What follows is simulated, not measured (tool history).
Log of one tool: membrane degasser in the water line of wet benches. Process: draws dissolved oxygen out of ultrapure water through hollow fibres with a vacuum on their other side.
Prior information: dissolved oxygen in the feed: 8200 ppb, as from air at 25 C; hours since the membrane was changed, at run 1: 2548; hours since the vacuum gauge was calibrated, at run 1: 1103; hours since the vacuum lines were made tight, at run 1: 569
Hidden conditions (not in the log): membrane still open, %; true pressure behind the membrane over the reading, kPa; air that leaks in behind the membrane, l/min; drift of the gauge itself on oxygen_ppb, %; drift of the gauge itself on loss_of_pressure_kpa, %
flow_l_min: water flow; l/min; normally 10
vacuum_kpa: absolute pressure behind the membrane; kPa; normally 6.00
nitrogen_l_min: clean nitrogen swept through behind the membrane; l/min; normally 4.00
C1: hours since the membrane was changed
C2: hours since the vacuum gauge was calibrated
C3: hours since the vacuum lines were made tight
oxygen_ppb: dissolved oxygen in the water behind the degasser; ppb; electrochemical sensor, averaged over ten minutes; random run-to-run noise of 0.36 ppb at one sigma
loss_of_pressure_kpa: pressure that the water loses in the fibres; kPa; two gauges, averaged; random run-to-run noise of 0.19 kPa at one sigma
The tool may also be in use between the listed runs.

{"run": 1, "day": 0.0, "flow_l_min": 10, "vacuum_kpa": 6.0, "nitrogen_l_min": 4.0, "C1": 2548, "C2": 1103, "C3": 569, "oxygen_ppb": 19.7, "loss_of_pressure_kpa": 36.99}
{"run": 2, "day": 1.717, "flow_l_min": 10, "vacuum_kpa": 6.0, "nitrogen_l_min": 4.0, "C1": 2589, "C2": 1145, "C3": 611, "oxygen_ppb": 19.7, "loss_of_pressure_kpa": 37.5}
{"run": 3, "day": 3.671, "flow_l_min": 10, "vacuum_kpa": 6.0, "nitrogen_l_min": 4.0, "C1": 2636, "C2": 1192, "C3": 658, "oxygen_ppb": 19.5, "loss_of_pressure_kpa": 37.16}
{"run": 4, "day": 7.25, "flow_l_min": 10, "vacuum_kpa": 6.0, "nitrogen_l_min": 4.0, "C1": 2722, "C2": 1277, "C3": 743, "oxygen_ppb": 19.4, "loss_of_pressure_kpa": 37.42}
{"run": 5, "day": 8.979, "flow_l_min": 10, "vacuum_kpa": 6.0, "nitrogen_l_min": 4.0, "C1": 2764, "C2": 1319, "C3": 785, "oxygen_ppb": 20.4, "loss_of_pressure_kpa": 37.18}
{"run": 6, "day": 11.633, "flow_l_min": 10, "vacuum_kpa": 6.0, "nitrogen_l_min": 11.69, "C1": 2827, "C2": 1383, "C3": 849, "oxygen_ppb": 8.0, "loss_of_pressure_kpa": 37.02}
{"run": 7, "day": 15.496, "flow_l_min": 10, "vacuum_kpa": 6.0, "nitrogen_l_min": 11.69, "C1": 2920, "C2": 1475, "C3": 941, "oxygen_ppb": 8.3, "loss_of_pressure_kpa": 37.67}
{"run": 8, "day": 17.192, "flow_l_min": 10, "vacuum_kpa": 6.0, "nitrogen_l_min": 11.69, "C1": 2961, "C2": 1516, "C3": 982, "oxygen_ppb": 8.7, "loss_of_pressure_kpa": 37.33}
{"run": 9, "day": 19.171, "flow_l_min": 10, "vacuum_kpa": 6.0, "nitrogen_l_min": 4.8, "C1": 3008, "C2": 1564, "C3": 1030, "oxygen_ppb": 17.1, "loss_of_pressure_kpa": 37.3}
{"run": 10, "day": 23.154, "flow_l_min": 10, "vacuum_kpa": 6.0, "nitrogen_l_min": 4.8, "C1": 3104, "C2": 1659, "C3": 1125, "oxygen_ppb": 17.2, "loss_of_pressure_kpa": 37.23}
{"run": 11, "day": 27.067, "flow_l_min": 10, "vacuum_kpa": 6.0, "nitrogen_l_min": 4.8, "C1": 3198, "C2": 1753, "C3": 1219, "oxygen_ppb": 17.9, "loss_of_pressure_kpa": 37.45}
{"run": 12, "day": 30.721, "flow_l_min": 10, "vacuum_kpa": 6.0, "nitrogen_l_min": 2.43, "C1": 3286, "C2": 1841, "C3": 1307, "oxygen_ppb": 31.3, "loss_of_pressure_kpa": 37.18}
{"run": 13, "day": 32.862, "flow_l_min": 10, "vacuum_kpa": 6.0, "nitrogen_l_min": 4.0, "C1": 3337, "C2": 1892, "C3": 1358, "oxygen_ppb": 20.2, "loss_of_pressure_kpa": 37.62}
{"run": 14, "day": 36.225, "flow_l_min": 10, "vacuum_kpa": 6.0, "nitrogen_l_min": 4.0, "C1": 3418, "C2": 1973, "C3": 1439, "oxygen_ppb": 19.9, "loss_of_pressure_kpa": 37.26}
{"run": 15, "day": 39.425, "flow_l_min": 10, "vacuum_kpa": 6.0, "nitrogen_l_min": 4.0, "C1": 3495, "C2": 2050, "C3": 1516, "oxygen_ppb": 20.8, "loss_of_pressure_kpa": 37.56}
{"run": 16, "day": 41.767, "flow_l_min": 10, "vacuum_kpa": 6.0, "nitrogen_l_min": 4.0, "C1": 3551, "C2": 2106, "C3": 1572, "oxygen_ppb": 20.3, "loss_of_pressure_kpa": 37.66}
{"run": 17, "day": 45.158, "flow_l_min": 10, "vacuum_kpa": 6.0, "nitrogen_l_min": 4.0, "C1": 3632, "C2": 2187, "C3": 1653, "oxygen_ppb": 20.4, "loss_of_pressure_kpa": 37.41}
{"run": 18, "day": 49.05, "flow_l_min": 10, "vacuum_kpa": 6.0, "nitrogen_l_min": 4.0, "C1": 3726, "C2": 2281, "C3": 1747, "oxygen_ppb": 20.7, "loss_of_pressure_kpa": 37.52}
{"run": 19, "day": 52.704, "flow_l_min": 7, "vacuum_kpa": 12.72, "nitrogen_l_min": 10.85, "C1": 3813, "C2": 2368, "C3": 1834, "oxygen_ppb": 16.6, "loss_of_pressure_kpa": 26.32}
{"run": 20, "day": 54.45, "flow_l_min": 10, "vacuum_kpa": 6.0, "nitrogen_l_min": 2.54, "C1": 3855, "C2": 2410, "C3": 1876, "oxygen_ppb": 31.3, "loss_of_pressure_kpa": 37.68}
{"run": 21, "day": 56.246, "flow_l_min": 16, "vacuum_kpa": 9.57, "nitrogen_l_min": 4.0, "C1": 3898, "C2": 2453, "C3": 1919, "oxygen_ppb": 100.7, "loss_of_pressure_kpa": 60.3}
{"run": 22, "day": 59.388, "flow_l_min": 16, "vacuum_kpa": 9.57, "nitrogen_l_min": 4.0, "C1": 3974, "C2": 2529, "C3": 1995, "oxygen_ppb": 98.5, "loss_of_pressure_kpa": 60.08}
{"run": 23, "day": 62.704, "flow_l_min": 16, "vacuum_kpa": 9.57, "nitrogen_l_min": 4.0, "C1": 4053, "C2": 2608, "C3": 2074, "oxygen_ppb": 101.6, "loss_of_pressure_kpa": 60.4}
{"run": 24, "day": 66.058, "flow_l_min": 12, "vacuum_kpa": 5.01, "nitrogen_l_min": 7.9, "C1": 4134, "C2": 2689, "C3": 2155, "oxygen_ppb": 16.0, "loss_of_pressure_kpa": 45.06}
{"run": 25, "day": 68.317, "flow_l_min": 12, "vacuum_kpa": 5.01, "nitrogen_l_min": 7.9, "C1": 4188, "C2": 2743, "C3": 2209, "oxygen_ppb": 15.7, "loss_of_pressure_kpa": 45.18}
{"run": 26, "day": 70.438, "flow_l_min": 12, "vacuum_kpa": 5.01, "nitrogen_l_min": 3.8, "C1": 4239, "C2": 2794, "C3": 2260, "oxygen_ppb": 23.1, "loss_of_pressure_kpa": 45.39}
{"run": 27, "day": 74.142, "flow_l_min": 12, "vacuum_kpa": 5.01, "nitrogen_l_min": 3.8, "C1": 4328, "C2": 2883, "C3": 2349, "oxygen_ppb": 23.6, "loss_of_pressure_kpa": 45.3}
{"run": 28, "day": 76.154, "flow_l_min": 10, "vacuum_kpa": 13.42, "nitrogen_l_min": 4.0, "C1": 4376, "C2": 2931, "C3": 2397, "oxygen_ppb": 68.3, "loss_of_pressure_kpa": 37.55}
{"run": 29, "day": 80.154, "flow_l_min": 10, "vacuum_kpa": 13.42, "nitrogen_l_min": 4.0, "C1": 4472, "C2": 3027, "C3": 2493, "oxygen_ppb": 68.5, "loss_of_pressure_kpa": 38.02}
{"run": 30, "day": 82.221, "flow_l_min": 9, "vacuum_kpa": 7.66, "nitrogen_l_min": 4.0, "C1": 4522, "C2": 3077, "C3": 2543, "oxygen_ppb": 27.6, "loss_of_pressure_kpa": 34.06}
{"run": 31, "day": 84.575, "flow_l_min": 10, "vacuum_kpa": 6.99, "nitrogen_l_min": 4.46, "C1": 4578, "C2": 3133, "C3": 2599, "oxygen_ppb": 24.7, "loss_of_pressure_kpa": 37.83}
{"run": 32, "day": 87.362, "flow_l_min": 7, "vacuum_kpa": 10.18, "nitrogen_l_min": 10.79, "C1": 4645, "C2": 3200, "C3": 2666, "oxygen_ppb": 12.5, "loss_of_pressure_kpa": 26.45}

Alternative continuations, all from the tool just after run 32; predict every row:
{"run": "A", "day": 90.2, "flow_l_min": 8, "vacuum_kpa": 4.45, "nitrogen_l_min": 2.35, "C1": 4713, "C2": 3268, "C3": 2734, "oxygen_ppb": "?", "loss_of_pressure_kpa": "?"}
{"run": "B", "day": 90.2, "flow_l_min": 8, "vacuum_kpa": 6.78, "nitrogen_l_min": 3.54, "C1": 4713, "C2": 3268, "C3": 2734, "oxygen_ppb": "?", "loss_of_pressure_kpa": "?"}
{"run": "C", "day": 90.2, "flow_l_min": 11, "vacuum_kpa": 10.18, "nitrogen_l_min": 10.79, "C1": 4713, "C2": 3268, "C3": 2734, "oxygen_ppb": "?", "loss_of_pressure_kpa": "?"}
{"run": "D", "day": 90.2, "flow_l_min": 7, "vacuum_kpa": 4.74, "nitrogen_l_min": 10.09, "C1": 4713, "C2": 3268, "C3": 2734, "oxygen_ppb": "?", "loss_of_pressure_kpa": "?"}
{"run": "E", "day": 90.2, "flow_l_min": 7, "vacuum_kpa": 4.22, "nitrogen_l_min": 4.01, "C1": 4713, "C2": 3268, "C3": 2734, "oxygen_ppb": "?", "loss_of_pressure_kpa": "?"}

run=A oxygen_ppb=11.9 loss_of_pressure_kpa=30.33
run=B oxygen_ppb=22.1 loss_of_pressure_kpa=30.54
run=C oxygen_ppb=23.8 loss_of_pressure_kpa=41.32
run=D oxygen_ppb=3.5 loss_of_pressure_kpa=26.54
run=E oxygen_ppb=5.2 loss_of_pressure_kpa=26.78
Without the tool's hidden state the same runs would have given:
run=A oxygen_ppb=10.5 loss_of_pressure_kpa=29.03
run=B oxygen_ppb=20.4 loss_of_pressure_kpa=29.23
run=C oxygen_ppb=21.4 loss_of_pressure_kpa=39.54
run=D oxygen_ppb=3.1 loss_of_pressure_kpa=25.40
run=E oxygen_ppb=4.4 loss_of_pressure_kpa=25.63
